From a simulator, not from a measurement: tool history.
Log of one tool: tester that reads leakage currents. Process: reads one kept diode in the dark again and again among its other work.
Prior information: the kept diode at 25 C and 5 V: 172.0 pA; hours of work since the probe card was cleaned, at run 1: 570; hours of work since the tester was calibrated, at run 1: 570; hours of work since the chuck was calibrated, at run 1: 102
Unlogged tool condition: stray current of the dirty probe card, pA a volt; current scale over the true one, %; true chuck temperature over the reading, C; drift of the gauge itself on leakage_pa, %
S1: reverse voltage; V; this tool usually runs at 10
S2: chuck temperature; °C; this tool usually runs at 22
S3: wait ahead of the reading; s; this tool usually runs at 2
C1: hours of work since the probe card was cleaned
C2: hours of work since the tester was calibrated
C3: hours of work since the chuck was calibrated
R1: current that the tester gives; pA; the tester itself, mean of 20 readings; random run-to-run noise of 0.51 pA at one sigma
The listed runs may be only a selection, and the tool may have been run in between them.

{"run": 1, "hour": 0.0, "S1": 10, "S2": 22, "S3": 2, "C1": 570, "C2": 570, "C3": 102, "R1": 187.54}
{"run": 2, "hour": 47.7, "S1": 10, "S2": 22, "S3": 2, "C1": 608, "C2": 608, "C3": 140, "R1": 190.85}
{"run": 3, "hour": 82.8, "S1": 10, "S2": 22, "S3": 2, "C1": 636, "C2": 636, "C3": 168, "R1": 193.69}
{"run": 4, "hour": 129.0, "S1": 10, "S2": 22, "S3": 2, "C1": 673, "C2": 673, "C3": 205, "R1": 196.15}
{"run": 5, "hour": 177.4, "S1": 10, "S2": 22, "S3": 2, "C1": 712, "C2": 712, "C3": 244, "R1": 200.7}
{"run": 6, "hour": 210.4, "S1": 10, "S2": 22, "S3": 1.17, "C1": 738, "C2": 738, "C3": 270, "R1": 202.32}
{"run": 7, "hour": 252.5, "S1": 10, "S2": 22, "S3": 1.17, "C1": 771, "C2": 771, "C3": 303, "R1": 206.19}
{"run": 8, "hour": 282.4, "S1": 10, "S2": 22, "S3": 1.17, "C1": 795, "C2": 795, "C3": 327, "R1": 207.72}
{"run": 9, "hour": 322.5, "S1": 10, "S2": 22, "S3": 1.17, "C1": 827, "C2": 827, "C3": 359, "R1": 211.37}
{"run": 10, "hour": 361.5, "S1": 10, "S2": 22, "S3": 1.17, "C1": 859, "C2": 859, "C3": 390, "R1": 214.22}
{"run": 11, "hour": 401.9, "S1": 10, "S2": 22, "S3": 1.17, "C1": 891, "C2": 891, "C3": 423, "R1": 217.36}
{"run": 12, "hour": 447.7, "S1": 10, "S2": 22, "S3": 1.17, "C1": 927, "C2": 927, "C3": 459, "R1": 218.39}
{"run": 13, "hour": 492.3, "S1": 10, "S2": 22, "S3": 1.17, "C1": 963, "C2": 963, "C3": 495, "R1": 224.52}
{"run": 14, "hour": 520.2, "S1": 10, "S2": 22, "S3": 1.17, "C1": 985, "C2": 985, "C3": 517, "R1": 226.2}
{"run": 15, "hour": 543.2, "S1": 10, "S2": 22, "S3": 1.17, "C1": 1004, "C2": 1004, "C3": 536, "R1": 226.66}
{"hour": 574.0, "done": "probe card cleaned and baked"}
{"run": 16, "hour": 575.2, "S1": 10, "S2": 22, "S3": 1.17, "C1": 1, "C2": 1027, "C3": 559, "R1": 203.41}
{"hour": 581.5, "done": "chuck's temperature calibrated"}
{"run": 17, "hour": 624.9, "S1": 4.8, "S2": 22, "S3": 1.17, "C1": 39, "C2": 1065, "C3": 35, "R1": 174.76}
{"run": 18, "hour": 653.8, "S1": 4.8, "S2": 22, "S3": 1.17, "C1": 62, "C2": 1088, "C3": 58, "R1": 176.87}
{"run": 19, "hour": 696.3, "S1": 4.8, "S2": 22, "S3": 1.17, "C1": 96, "C2": 1122, "C3": 92, "R1": 179.77}
{"run": 20, "hour": 738.4, "S1": 4.8, "S2": 22, "S3": 2.96, "C1": 130, "C2": 1155, "C3": 125, "R1": 183.36}
{"hour": 771.4, "done": "chuck's temperature calibrated, once more"}
{"run": 21, "hour": 790.5, "S1": 4.8, "S2": 22, "S3": 2.96, "C1": 170, "C2": 1195, "C3": 15, "R1": 131.41}
{"run": 22, "hour": 827.1, "S1": 4.8, "S2": 22, "S3": 2.96, "C1": 199, "C2": 1225, "C3": 45, "R1": 132.82}
{"run": 23, "hour": 876.3, "S1": 11.7, "S2": 22, "S3": 2, "C1": 238, "C2": 1264, "C3": 84, "R1": 190.43}
{"run": 24, "hour": 920.8, "S1": 11.7, "S2": 22, "S3": 2, "C1": 274, "C2": 1299, "C3": 119, "R1": 194.69}
{"run": 25, "hour": 971.1, "S1": 5.4, "S2": 22, "S3": 6.6, "C1": 314, "C2": 1340, "C3": 159, "R1": 146.48}
{"run": 26, "hour": 1008.2, "S1": 10, "S2": 41, "S3": 6.23, "C1": 343, "C2": 1369, "C3": 189, "R1": 1009.84}
{"run": 27, "hour": 1036.6, "S1": 2, "S2": 41, "S3": 0.58, "C1": 366, "C2": 1392, "C3": 212, "R1": 557.58}
{"run": 28, "hour": 1081.0, "S1": 3.6, "S2": 36, "S3": 0.41, "C1": 401, "C2": 1427, "C3": 247, "R1": 456.56}
{"run": 29, "hour": 1119.1, "S1": 10, "S2": 22, "S3": 1.69, "C1": 432, "C2": 1458, "C3": 278, "R1": 197.67}
{"run": 30, "hour": 1171.7, "S1": 10, "S2": 22, "S3": 1.69, "C1": 474, "C2": 1500, "C3": 320, "R1": 200.98}
{"run": 31, "hour": 1213.8, "S1": 10, "S2": 43, "S3": 0.38, "C1": 507, "C2": 1533, "C3": 353, "R1": 1253.24}
{"run": 32, "hour": 1255.4, "S1": 1.5, "S2": 34, "S3": 0.5, "C1": 541, "C2": 1566, "C3": 386, "R1": 289.75}
{"run": 33, "hour": 1298.1, "S1": 1.2, "S2": 34, "S3": 1.79, "C1": 575, "C2": 1601, "C3": 420, "R1": 267.87}
{"run": 34, "hour": 1342.1, "S1": 1.2, "S2": 34, "S3": 1.79, "C1": 610, "C2": 1636, "C3": 456, "R1": 271.13}
{"run": 35, "hour": 1379.6, "S1": 1.2, "S2": 34, "S3": 1.79, "C1": 640, "C2": 1666, "C3": 486, "R1": 274.2}
{"run": 36, "hour": 1422.7, "S1": 2.2, "S2": 32, "S3": 4.33, "C1": 674, "C2": 1700, "C3": 520, "R1": 294.81}
{"run": 37, "hour": 1457.6, "S1": 3.9, "S2": 34, "S3": 7.89, "C1": 702, "C2": 1728, "C3": 548, "R1": 438.04}
{"run": 38, "hour": 1504.6, "S1": 4.8, "S2": 34, "S3": 0.47, "C1": 740, "C2": 1765, "C3": 585, "R1": 483.2}

Hidden condition of the tool, last listed run before each entry between runs versus first listed run after:
From run 15 to run 16: probe card cleaned and baked (hour 574)
  stray current of the dirty probe card, pA a volt: 2.697 -> 0.029; current scale over the true one, %: 0.63 -> 0.64; true chuck temperature over the reading, C: 1.81 -> 1.9
  measured minus no-state result, R1: +59.5 -> +34.81 pA
From run 16 to run 17: chuck's temperature calibrated (hour 581.5)
  stray current of the dirty probe card, pA a volt: 0.029 -> 0.138; current scale over the true one, %: 0.64 -> 0.67; true chuck temperature over the reading, C: 1.9 -> 3.24
  measured minus no-state result, R1: +34.81 -> +47.58 pA
From run 20 to run 21: chuck's temperature calibrated, once more (hour 771.4)
  stray current of the dirty probe card, pA a volt: 0.374 -> 0.478; current scale over the true one, %: 0.73 -> 0.76; true chuck temperature over the reading, C: 3.58 -> 0.04
  measured minus no-state result, R1: +55.1 -> +3.69 pA

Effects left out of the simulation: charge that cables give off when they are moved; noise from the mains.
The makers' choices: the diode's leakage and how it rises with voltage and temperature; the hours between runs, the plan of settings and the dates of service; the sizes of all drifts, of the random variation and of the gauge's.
